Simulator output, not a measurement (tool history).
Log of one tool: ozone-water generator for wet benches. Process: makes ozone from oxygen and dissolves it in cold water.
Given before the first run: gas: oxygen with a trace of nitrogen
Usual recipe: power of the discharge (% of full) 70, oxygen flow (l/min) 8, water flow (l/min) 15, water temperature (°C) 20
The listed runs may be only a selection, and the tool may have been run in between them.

run    hour  power of the discharge (% of full)  oxygen flow (l/min)  water flow (l/min)  water temperature (°C)  dissolved ozone (ppm)  ozone in the gas ahead of the water (g/m3)
  1       0                                  70                    8                  15                      20                   23.3                                       195.6
  2      61                                  70                    8                  15                      20                   23.5                                       194.9
  3   161.7                                  70                    8                  15                      20                   23.3                                       197.4
  4   280.4                                  70                    8                  15                      20                   23.5                                       196.3
  5   400.9                                  70                    8                  15                      20                     23                                       196.2
  6   453.1                                  70                    8                  15                      20                   23.5                                       196.9
  7     575                                  68                    8                  15                      20                     23                                       192.9
  8   673.9                                  70                 6.84                  15                      20                     23                                       207.5
  9   751.7                                  70                 6.84                  15                      20                   23.2                                       206.9
 10   864.3                                  70                    8                  15                      20                   23.5                                       196.4
 11   918.1                                  70                    8                  15                      20                   23.5                                       198.8
 12   988.8                                  70                    8                  15                      27                   20.1                                       198.6
 13    1110                                  70                    8                  12                      20                   26.7                                         197
 14  1175.6                                  70                    8                  12                      20                   26.5                                       199.3
 15  1246.2                                  70                  5.1                  12                      20                   26.1                                       229.3
 16  1340.1                                  70                 9.71                  15                      20                   23.6                                         188
     1397.4  -- contactor cleaned
 17  1397.6                                  70                 9.71                  15                      20                   23.6                                       185.3
 18    1523                                  70                 9.71                  15                      20                   23.6                                       186.9
 19  1606.2                                  49                11.44                  15                      13                   20.8                                         136
 20  1664.7                                  70                 5.89                  11                      20                   28.1                                         221
 21  1723.6                                  70                 7.11                  15                      13                   26.5                                       205.7
 22  1808.8                                  70                13.24                  10                      20                   28.3                                       169.8
 23    1916                                  48                    8                  15                      26                   15.2                                       150.2
 24  1997.8                                  49                    8                  19                      20                   15.3                                       152.8
 25    2090                                  64                12.81                  18                      17                   21.1                                       161.2
 26  2218.2                                  64                 9.31                  18                      12                   22.7                                       178.2
 27  2293.4                                  59                    8                  19                      20                   17.5                                       175.5
 28  2369.2                                  59                    8                  19                      20                   17.6                                       175.1
 29  2489.6                                  59                 8.23                  16                      13                   22.5                                       173.5
 30  2614.6                                  59                 8.23                  15                      13                     23                                       175.2
 31  2735.3                                  55                  4.3                  15                      14                   19.7                                       203.2
 32    2790                                  55                  4.3                  15                      14                   19.8                                       202.4

How would selected steps in ozone in the gas ahead of the water (g/m3) from run to run divide? Give the signed amount a tool lacking its hidden state would still show from settings, what came in and random variation, and the signed amount left for the hidden state, including any gauge scatter that is not in both of the compared results.
The hidden state here: yield of the discharge, % of new electrodes'; contactor's efficiency, % of a clean one's; true water temperature over the reading, C; drift of the gauge itself on ozone_ppm, %; drift of the gauge itself on gas_g_m3, %.
Run 15 -> 16: oxygen flow (l/min) 5.1 -> 9.71, water flow (l/min) 12 -> 15. ozone in the gas ahead of the water (g/m3) -41.3: hidden state -0.3, all else -41.
Run 18 -> 19: power of the discharge (% of full) 70 -> 49, oxygen flow (l/min) 9.71 -> 11.44, water temperature (°C) 20 -> 13. ozone in the gas ahead of the water (g/m3) -50.9: hidden state -0.5, all else -50.4.
Run 19 -> 20: power of the discharge (% of full) 49 -> 70, oxygen flow (l/min) 11.44 -> 5.89, water flow (l/min) 15 -> 11, water temperature (°C) 13 -> 20. ozone in the gas ahead of the water (g/m3) +85: hidden state +1.3, all else +83.7.
Run 25 -> 26: oxygen flow (l/min) 12.81 -> 9.31, water temperature (°C) 17 -> 12. ozone in the gas ahead of the water (g/m3) +17: hidden state +0.6, all else +16.4.
Run 30 -> 31: power of the discharge (% of full) 59 -> 55, oxygen flow (l/min) 8.23 -> 4.3, water temperature (°C) 13 -> 14. ozone in the gas ahead of the water (g/m3) +28: hidden state +1, all else +27.
